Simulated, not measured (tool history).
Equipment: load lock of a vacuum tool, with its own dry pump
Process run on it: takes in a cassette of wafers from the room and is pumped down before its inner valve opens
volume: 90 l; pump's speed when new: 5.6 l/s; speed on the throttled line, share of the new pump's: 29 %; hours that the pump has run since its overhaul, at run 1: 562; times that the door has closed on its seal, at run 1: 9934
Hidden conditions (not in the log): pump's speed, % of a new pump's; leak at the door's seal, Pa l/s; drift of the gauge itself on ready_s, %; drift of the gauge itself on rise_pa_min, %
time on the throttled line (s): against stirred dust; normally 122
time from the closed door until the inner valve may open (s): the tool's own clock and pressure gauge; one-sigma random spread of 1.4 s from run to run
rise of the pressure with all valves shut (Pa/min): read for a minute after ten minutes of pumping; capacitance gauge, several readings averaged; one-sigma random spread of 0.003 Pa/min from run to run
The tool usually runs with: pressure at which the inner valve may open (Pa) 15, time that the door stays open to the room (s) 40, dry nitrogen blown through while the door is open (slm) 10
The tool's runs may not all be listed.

run,day,time on the throttled line (s),pressure at which the inner valve may open (Pa),time that the door stays open to the room (s),dry nitrogen blown through while the door is open (slm),hours that the pump has run since its overhaul,times that the door has closed on its seal,"incoming humidity of the room's air, %",time from the closed door until the inner valve may open (s),rise of the pressure with all valves shut (Pa/min)
1,0.000,122,15,40,10,562,9934,45.4,231.4,0.037
2,4.888,122,26,40,10,679,10219,45.3,223.3,0.041
3,14.025,122,26,40,8,899,10752,44.2,223.5,0.040
4,19.671,122,26,40,8,1034,11081,41.8,223.4,0.043
5,24.850,122,26,40,8,1159,11383,44.5,222.5,0.039
6,30.858,122,13,40,8,1303,11734,47.3,236.1,0.044
7,35.142,122,15,86,10,1406,11983,45.3,232.5,0.048
8,44.175,122,15,86,10,1622,12510,44.7,236.3,0.043
9,52.729,122,15,86,10,1828,13009,46.3,234.2,0.050
10,59.112,122,15,86,10,1981,13381,43.4,231.8,0.043
11,67.917,122,15,86,10,2192,13894,46.3,232.3,0.054
12,74.108,122,20,86,10,2341,14255,46.5,230.5,0.044
13,81.521,122,20,86,10,2519,14687,48.2,229.4,0.056
14,90.383,122,15,40,5,2731,15204,44.4,233.0,0.050
15,98.483,122,15,40,5,2926,15676,47.9,232.0,0.055
16,102.617,122,15,40,5,3025,15917,42.2,235.2,0.052
17,110.188,229,15,40,10,3207,16359,49.2,308.6,0.058
18,118.321,122,15,40,10,3402,16833,45.3,235.6,0.049
19,127.383,122,15,40,10,3619,17362,42.4,235.3,0.055
20,134.958,83,15,40,10,3801,17803,44.4,211.0,0.051
21,140.175,83,15,40,10,3926,18107,45.8,210.4,0.051
22,145.488,68,13,62,7,4054,18417,42.4,203.2,0.060
23,154.346,68,13,62,7,4266,18933,44.9,201.4,0.060
24,160.283,122,15,31,10,4409,19280,45.5,238.3,0.054
25,169.229,122,15,146,10,4624,19801,43.9,238.7,0.068
26,176.283,122,15,32,10,4793,20213,44.1,238.2,0.059
27,182.692,122,21,40,10,4947,20586,46.8,233.1,0.056
28,187.933,122,21,40,10,5072,20892,45.9,229.1,0.059
29,197.108,134,15,48,26,5293,21427,46.8,249.0,0.056
30,205.633,134,21,48,26,5497,21924,46.1,241.5,0.053
31,214.346,144,27,53,11,5706,22432,45.1,246.1,0.066
32,222.846,102,14,47,12,5910,22927,46.1,224.4,0.060
33,232.008,102,14,29,12,6130,23462,45.2,226.5,0.063
34,240.529,164,14,29,12,6335,23958,42.3,269.2,0.062
35,248.229,164,12,201,12,6520,24407,42.3,270.9,0.075
36,252.254,122,12,91,10,6616,24642,43.5,246.2,0.073
37,261.446,122,12,91,10,6837,25178,43.4,245.6,0.075

Below are 4 alternative next runs, each starting from the tool's condition after run 37. Predict each:
A,270.017,122,12,91,8,7042,25678,46.9,?,?
B,270.017,88,19,43,10,7042,25678,46.0,?,?
C,270.017,84,11,40,10,7042,25678,42.3,?,?
D,270.017,122,12,151,15,7042,25678,44.2,?,?

run,time from the closed door until the inner valve may open (s),rise of the pressure with all valves shut (Pa/min)
A,245.5,0.078
B,215.4,0.073
C,222.3,0.072
D,244.9,0.076
Take away the tool's hidden state, keep each run's random variation, and the runs would have read:
run,time from the closed door until the inner valve may open (s),rise of the pressure with all valves shut (Pa/min)
A,234.5,0.032
B,204.1,0.027
C,210.0,0.026
D,233.9,0.030
